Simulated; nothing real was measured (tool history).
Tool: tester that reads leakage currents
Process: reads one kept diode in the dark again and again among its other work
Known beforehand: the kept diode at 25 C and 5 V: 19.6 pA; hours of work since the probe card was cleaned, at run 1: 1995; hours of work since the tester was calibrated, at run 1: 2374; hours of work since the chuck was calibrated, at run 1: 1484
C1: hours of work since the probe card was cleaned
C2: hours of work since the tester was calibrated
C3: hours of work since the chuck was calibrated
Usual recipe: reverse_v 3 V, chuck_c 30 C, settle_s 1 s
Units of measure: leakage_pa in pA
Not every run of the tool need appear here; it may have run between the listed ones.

{"run": 1, "day": 0.0, "reverse_v": 3, "chuck_c": 30, "settle_s": 1, "C1": 1995, "C2": 2374, "C3": 1484, "leakage_pa": 31.63}
{"run": 2, "day": 6.662, "reverse_v": 3, "chuck_c": 30, "settle_s": 1, "C1": 2075, "C2": 2454, "C3": 1565, "leakage_pa": 31.84}
{"day": 8.825, "done": "chuck's temperature calibrated"}
{"run": 3, "day": 12.779, "reverse_v": 3, "chuck_c": 30, "settle_s": 1, "C1": 2147, "C2": 2527, "C3": 48, "leakage_pa": 29.46}
{"run": 4, "day": 20.117, "reverse_v": 3, "chuck_c": 30, "settle_s": 1, "C1": 2236, "C2": 2615, "C3": 136, "leakage_pa": 29.91}
{"run": 5, "day": 24.883, "reverse_v": 3, "chuck_c": 30, "settle_s": 1, "C1": 2293, "C2": 2672, "C3": 193, "leakage_pa": 29.91}
{"run": 6, "day": 31.6, "reverse_v": 3, "chuck_c": 30, "settle_s": 1, "C1": 2374, "C2": 2753, "C3": 274, "leakage_pa": 30.28}
{"run": 7, "day": 38.142, "reverse_v": 3, "chuck_c": 30, "settle_s": 1, "C1": 2453, "C2": 2832, "C3": 353, "leakage_pa": 30.53}
{"run": 8, "day": 43.596, "reverse_v": 3, "chuck_c": 30, "settle_s": 1, "C1": 2518, "C2": 2898, "C3": 418, "leakage_pa": 30.62}
{"run": 9, "day": 48.546, "reverse_v": 3, "chuck_c": 30, "settle_s": 1, "C1": 2578, "C2": 2957, "C3": 478, "leakage_pa": 30.91}
{"run": 10, "day": 53.754, "reverse_v": 3, "chuck_c": 30, "settle_s": 1, "C1": 2640, "C2": 3020, "C3": 541, "leakage_pa": 31.29}
{"run": 11, "day": 59.358, "reverse_v": 3, "chuck_c": 30, "settle_s": 1, "C1": 2708, "C2": 3087, "C3": 608, "leakage_pa": 31.35}
{"run": 12, "day": 66.75, "reverse_v": 3, "chuck_c": 30, "settle_s": 1, "C1": 2797, "C2": 3176, "C3": 697, "leakage_pa": 31.56}
{"run": 13, "day": 74.0, "reverse_v": 2.12, "chuck_c": 30, "settle_s": 1, "C1": 2884, "C2": 3263, "C3": 784, "leakage_pa": 26.4}
{"run": 14, "day": 78.979, "reverse_v": 2.12, "chuck_c": 30, "settle_s": 1, "C1": 2944, "C2": 3323, "C3": 844, "leakage_pa": 26.51}
{"day": 82.208, "done": "probe card cleaned and baked"}
{"run": 15, "day": 82.371, "reverse_v": 2.12, "chuck_c": 30, "settle_s": 1, "C1": 2, "C2": 3363, "C3": 883, "leakage_pa": 23.02}
{"run": 16, "day": 88.492, "reverse_v": 2.12, "chuck_c": 30, "settle_s": 1, "C1": 76, "C2": 3436, "C3": 957, "leakage_pa": 23.15}
{"run": 17, "day": 93.404, "reverse_v": 2.12, "chuck_c": 30, "settle_s": 1, "C1": 135, "C2": 3495, "C3": 1016, "leakage_pa": 23.25}
{"run": 18, "day": 99.775, "reverse_v": 2.12, "chuck_c": 30, "settle_s": 1, "C1": 211, "C2": 3572, "C3": 1093, "leakage_pa": 23.43}
{"run": 19, "day": 107.058, "reverse_v": 2.12, "chuck_c": 30, "settle_s": 3.83, "C1": 299, "C2": 3660, "C3": 1180, "leakage_pa": 23.32}
{"run": 20, "day": 112.283, "reverse_v": 2.12, "chuck_c": 30, "settle_s": 3.83, "C1": 362, "C2": 3722, "C3": 1243, "leakage_pa": 23.57}
{"run": 21, "day": 118.888, "reverse_v": 2.12, "chuck_c": 30, "settle_s": 3.83, "C1": 441, "C2": 3802, "C3": 1323, "leakage_pa": 23.79}
{"run": 22, "day": 122.958, "reverse_v": 2.12, "chuck_c": 52, "settle_s": 5.28, "C1": 490, "C2": 3851, "C3": 1372, "leakage_pa": 145.08}
{"run": 23, "day": 128.462, "reverse_v": 2.12, "chuck_c": 52, "settle_s": 5.28, "C1": 556, "C2": 3917, "C3": 1438, "leakage_pa": 145.15}
{"run": 24, "day": 136.154, "reverse_v": 3, "chuck_c": 51, "settle_s": 1, "C1": 649, "C2": 4010, "C3": 1530, "leakage_pa": 158.39}
{"day": 140.858, "done": "chuck's temperature calibrated"}
{"run": 25, "day": 141.258, "reverse_v": 3, "chuck_c": 51, "settle_s": 1, "C1": 709, "C2": 4070, "C3": 5, "leakage_pa": 144}
{"run": 26, "day": 147.029, "reverse_v": 3.6, "chuck_c": 40, "settle_s": 9.02, "C1": 779, "C2": 4139, "C3": 74, "leakage_pa": 65.08}
{"run": 27, "day": 152.567, "reverse_v": 3.6, "chuck_c": 40, "settle_s": 9.02, "C1": 845, "C2": 4206, "C3": 141, "leakage_pa": 65.42}
{"run": 28, "day": 156.133, "reverse_v": 1.69, "chuck_c": 48, "settle_s": 1.25, "C1": 888, "C2": 4249, "C3": 184, "leakage_pa": 88.18}
{"run": 29, "day": 159.454, "reverse_v": 1.69, "chuck_c": 48, "settle_s": 1.25, "C1": 928, "C2": 4289, "C3": 224, "leakage_pa": 89.11}
{"run": 30, "day": 162.729, "reverse_v": 1.69, "chuck_c": 48, "settle_s": 1.25, "C1": 968, "C2": 4328, "C3": 263, "leakage_pa": 89.18}
{"run": 31, "day": 169.404, "reverse_v": 1.69, "chuck_c": 48, "settle_s": 1.25, "C1": 1048, "C2": 4409, "C3": 343, "leakage_pa": 89.32}
{"run": 32, "day": 177.05, "reverse_v": 3, "chuck_c": 25, "settle_s": 6.61, "C1": 1140, "C2": 4501, "C3": 435, "leakage_pa": 18.08}
{"run": 33, "day": 181.504, "reverse_v": 10.41, "chuck_c": 47, "settle_s": 1, "C1": 1194, "C2": 4554, "C3": 489, "leakage_pa": 196.43}
{"run": 34, "day": 188.379, "reverse_v": 6.56, "chuck_c": 38, "settle_s": 3.3, "C1": 1276, "C2": 4637, "C3": 572, "leakage_pa": 77.36}
{"run": 35, "day": 195.158, "reverse_v": 3, "chuck_c": 30, "settle_s": 1.05, "C1": 1358, "C2": 4718, "C3": 653, "leakage_pa": 28.44}
{"run": 36, "day": 201.158, "reverse_v": 3, "chuck_c": 43, "settle_s": 9.47, "C1": 1430, "C2": 4791, "C3": 725, "leakage_pa": 80.37}
{"run": 37, "day": 207.708, "reverse_v": 3, "chuck_c": 43, "settle_s": 9.47, "C1": 1509, "C2": 4869, "C3": 804, "leakage_pa": 80.67}
{"run": 38, "day": 214.471, "reverse_v": 3, "chuck_c": 44, "settle_s": 5.78, "C1": 1590, "C2": 4951, "C3": 886, "leakage_pa": 88.39}
{"run": 39, "day": 220.321, "reverse_v": 3, "chuck_c": 44, "settle_s": 5.78, "C1": 1661, "C2": 5021, "C3": 956, "leakage_pa": 88.52}

Predict each of these 5 candidate next runs independently; none follows another, all start after run 39:
{"run": "A", "day": 226.583, "reverse_v": 3, "chuck_c": 36, "settle_s": 5.78, "C1": 1736, "C2": 5097, "C3": 1031, "leakage_pa": "?"}
{"run": "B", "day": 226.583, "reverse_v": 7.72, "chuck_c": 32, "settle_s": 2.79, "C1": 1736, "C2": 5097, "C3": 1031, "leakage_pa": "?"}
{"run": "C", "day": 226.583, "reverse_v": 3, "chuck_c": 30, "settle_s": 0.73, "C1": 1736, "C2": 5097, "C3": 1031, "leakage_pa": "?"}
{"run": "D", "day": 226.583, "reverse_v": 2.47, "chuck_c": 30, "settle_s": 2.27, "C1": 1736, "C2": 5097, "C3": 1031, "leakage_pa": "?"}
{"run": "E", "day": 226.583, "reverse_v": 14.75, "chuck_c": 35, "settle_s": 5.78, "C1": 1736, "C2": 5097, "C3": 1031, "leakage_pa": "?"}

run=A leakage_pa=46.74
run=B leakage_pa=55.65
run=C leakage_pa=29.69
run=D leakage_pa=26.4
run=E leakage_pa=98.18
Without the tool's unlogged condition, the same runs would have read:
run=A leakage_pa=41.8
run=B leakage_pa=45.71
run=C leakage_pa=25.49
run=D leakage_pa=22.83
run=E leakage_pa=79.54
